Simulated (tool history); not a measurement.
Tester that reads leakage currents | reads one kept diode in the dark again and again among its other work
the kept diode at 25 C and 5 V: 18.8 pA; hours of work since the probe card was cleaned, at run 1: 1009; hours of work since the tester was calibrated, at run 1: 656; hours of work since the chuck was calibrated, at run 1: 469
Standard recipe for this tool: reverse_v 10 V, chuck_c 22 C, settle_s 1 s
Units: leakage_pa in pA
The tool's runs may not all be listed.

run,hour,reverse_v,chuck_c,settle_s,hours of work since the probe card was cleaned,hours of work since the tester was calibrated,hours of work since the chuck was calibrated,leakage_pa
1,0,10,22,1,1009,656,469,27.23
2,24.5,10,22,1,1024,671,484,27.3
3,46.8,10,22,4.61,1038,685,498,24.73
4,74.9,10,22,4.61,1055,702,515,24.76
5,97,10,24,1,1069,716,529,30.97
# hour 102.6: tester calibrated
6,130.7,7.9,51,6.97,1089,17,548,164.13
7,149.5,7.9,51,6.97,1100,29,560,163.64
8,182.8,15.8,52,2.38,1121,49,581,247.28
9,221.6,10,43,1,1144,73,604,108.23
# hour 229.5: tester calibrated, once more
10,247.1,1.5,22,1.31,1159,11,619,8.7

Branching from run 10: 5 alternative next runs. What would each branch give?
A,267,10,44,1,1171,23,631,?
B,267,2.6,22,1,1171,23,631,?
C,267,5.8,22,1.31,1171,23,631,?
D,267,10,46,0.95,1171,23,631,?
E,267,10,22,7.15,1171,23,631,?

run,leakage_pa
A,115.04
B,12.01
C,19.02
D,132.63
E,24.64
Without the tool's unlogged condition, the same runs would have read:
run,leakage_pa
A,118.35
B,11.5
C,17.15
D,137.24
E,20.83

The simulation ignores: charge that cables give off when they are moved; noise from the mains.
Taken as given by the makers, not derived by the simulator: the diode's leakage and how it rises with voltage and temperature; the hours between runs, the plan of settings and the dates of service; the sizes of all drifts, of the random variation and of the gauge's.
